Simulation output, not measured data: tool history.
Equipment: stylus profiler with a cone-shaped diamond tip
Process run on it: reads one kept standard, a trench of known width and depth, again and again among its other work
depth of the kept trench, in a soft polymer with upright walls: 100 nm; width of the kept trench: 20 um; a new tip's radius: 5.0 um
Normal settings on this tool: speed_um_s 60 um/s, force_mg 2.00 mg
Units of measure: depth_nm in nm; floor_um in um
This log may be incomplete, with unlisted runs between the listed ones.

run 1 day=0.000 | speed_um_s=60 force_mg=2.00 | depth_nm=101.04 floor_um=16.90
run 2 day=3.946 | speed_um_s=60 force_mg=2.00 | depth_nm=101.14 floor_um=16.85
run 3 day=6.738 | speed_um_s=60 force_mg=2.00 | depth_nm=101.20 floor_um=16.75
run 4 day=11.671 | speed_um_s=60 force_mg=2.00 | depth_nm=101.26 floor_um=16.70
run 5 day=15.454 | speed_um_s=60 force_mg=2.00 | depth_nm=101.14 floor_um=16.66
run 6 day=19.262 | speed_um_s=60 force_mg=2.00 | depth_nm=101.22 floor_um=16.65
-- day=20.400 height scale calibrated on a step standard
run 7 day=22.000 | speed_um_s=60 force_mg=1.54 | depth_nm=100.70 floor_um=16.55
run 8 day=26.450 | speed_um_s=60 force_mg=1.54 | depth_nm=100.78 floor_um=16.48
run 9 day=29.938 | speed_um_s=60 force_mg=2.00 | depth_nm=100.87 floor_um=16.49
run 10 day=34.421 | speed_um_s=60 force_mg=2.00 | depth_nm=100.94 floor_um=16.42
run 11 day=37.046 | speed_um_s=60 force_mg=1.04 | depth_nm=100.68 floor_um=16.34
run 12 day=39.725 | speed_um_s=60 force_mg=1.04 | depth_nm=100.63 floor_um=16.28
run 13 day=44.188 | speed_um_s=60 force_mg=1.04 | depth_nm=100.70 floor_um=16.26
run 14 day=47.621 | speed_um_s=190 force_mg=1.14 | depth_nm=100.73 floor_um=15.64
run 15 day=51.371 | speed_um_s=36 force_mg=0.95 | depth_nm=100.62 floor_um=16.31
run 16 day=55.050 | speed_um_s=36 force_mg=0.95 | depth_nm=100.67 floor_um=16.18
run 17 day=59.558 | speed_um_s=36 force_mg=0.95 | depth_nm=100.74 floor_um=16.20
-- day=60.438 new tip fitted, height scale calibrated
run 18 day=62.221 | speed_um_s=36 force_mg=0.95 | depth_nm=100.54 floor_um=17.78

What does the tool deliver on the next run?
run 19 day=65.500 | speed_um_s=36 force_mg=0.95 | depth_nm=? floor_um=?

Run 19 produced depth_nm 100.55 nm, floor_um 17.73 um.
With no hidden state in the tool, this same run would have given depth_nm 100.51 nm, floor_um 17.86 um.
